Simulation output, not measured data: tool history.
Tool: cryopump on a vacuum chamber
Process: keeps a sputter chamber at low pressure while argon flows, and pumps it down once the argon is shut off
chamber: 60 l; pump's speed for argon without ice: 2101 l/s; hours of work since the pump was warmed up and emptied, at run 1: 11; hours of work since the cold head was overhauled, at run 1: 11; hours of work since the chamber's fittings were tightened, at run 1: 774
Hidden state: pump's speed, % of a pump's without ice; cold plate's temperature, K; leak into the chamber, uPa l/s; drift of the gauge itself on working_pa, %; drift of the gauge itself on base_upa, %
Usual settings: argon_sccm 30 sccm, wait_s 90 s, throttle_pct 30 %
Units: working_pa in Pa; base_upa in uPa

run	day	argon_sccm	wait_s	throttle_pct	hours of work since the pump was warmed up and emptied	hours of work since the cold head was overhauled	hours of work since the chamber's fittings were tightened	working_pa	base_upa
1	0	30	90	30	11	11	774	0.0805	0.96
2	0.675	30	90	30	21	21	784	0.0806	0.94
3	1.517	30	90	30	33	33	796	0.0811	0.95
4	2.283	30	90	30	44	44	807	0.0811	0.97
5	2.904	30	90	30	52	52	815	0.0808	0.96
6	3.288	30	90	30	58	58	821	0.0807	0.96
7	3.925	30	90	30	67	67	830	0.0805	0.99
8	4.717	30	90	30	78	78	841	0.0806	0.94
9	5.308	30	90	30	86	86	849	0.0805	0.94
10	6.192	30	90	30	99	99	862	0.0804	1
11	6.917	30	90	30	109	109	872	0.0807	0.95
12	7.617	30	90	30	119	119	882	0.0803	1.02
13	8.246	30	90	27	128	128	891	0.0901	1
14	9.15	30	90	30	141	141	904	0.0813	1
15	9.779	30	90	30	150	150	912	0.0819	1.04
16	10.671	30	90	30	162	162	925	0.0822	1.05
17	11.521	30	90	30	174	174	937	0.0812	1.02
18	11.967	30	90	30	181	181	943	0.0816	1.07
19	12.517	14	25	41	188	188	951	0.0285	2.31
20	13.333	35	223	45	200	200	963	0.0636	0.77
21	13.862	35	223	45	207	207	970	0.0651	0.81
22	14.767	35	223	45	220	220	983	0.0651	0.75
23	15.633	34	154	22	232	232	995	0.1265	0.89
24	16.008	34	154	22	238	238	1001	0.1259	0.9
25	16.546	34	28	22	245	245	1008	0.1274	2.2
26	17.383	13	40	30	257	257	1020	0.0355	1.65
27	18.283	45	262	30	270	270	1033	0.1236	0.84
28	19.025	41	122	30	280	280	1043	0.1126	0.96
29	19.642	24	256	21	289	289	1052	0.0936	0.87
30	20.517	24	166	44	301	301	1064	0.0463	0.9
31	21.212	13	195	58	311	311	1074	0.0194	0.91
32	22.125	13	195	58	324	324	1087	0.0183	0.87
33	22.767	13	195	58	333	333	1096	0.0188	0.87

4 ways to go on from here, each from the tool as it stands after run 33. What would each give?
A	23.538	30	143	30	344	344	1107	?	?
B	23.538	12	216	19	344	344	1107	?	?
C	23.538	13	86	58	344	344	1107	?	?
D	23.538	30	79	30	344	344	1107	?	?

run	working_pa	base_upa
A	0.0825	0.98
B	0.0523	0.89
C	0.0183	1.19
D	0.0831	1.21
Without the tool's hidden state the same runs would have given:
run	working_pa	base_upa
A	0.0799	0.44
B	0.0513	0.35
C	0.0172	0.65
D	0.0805	0.67
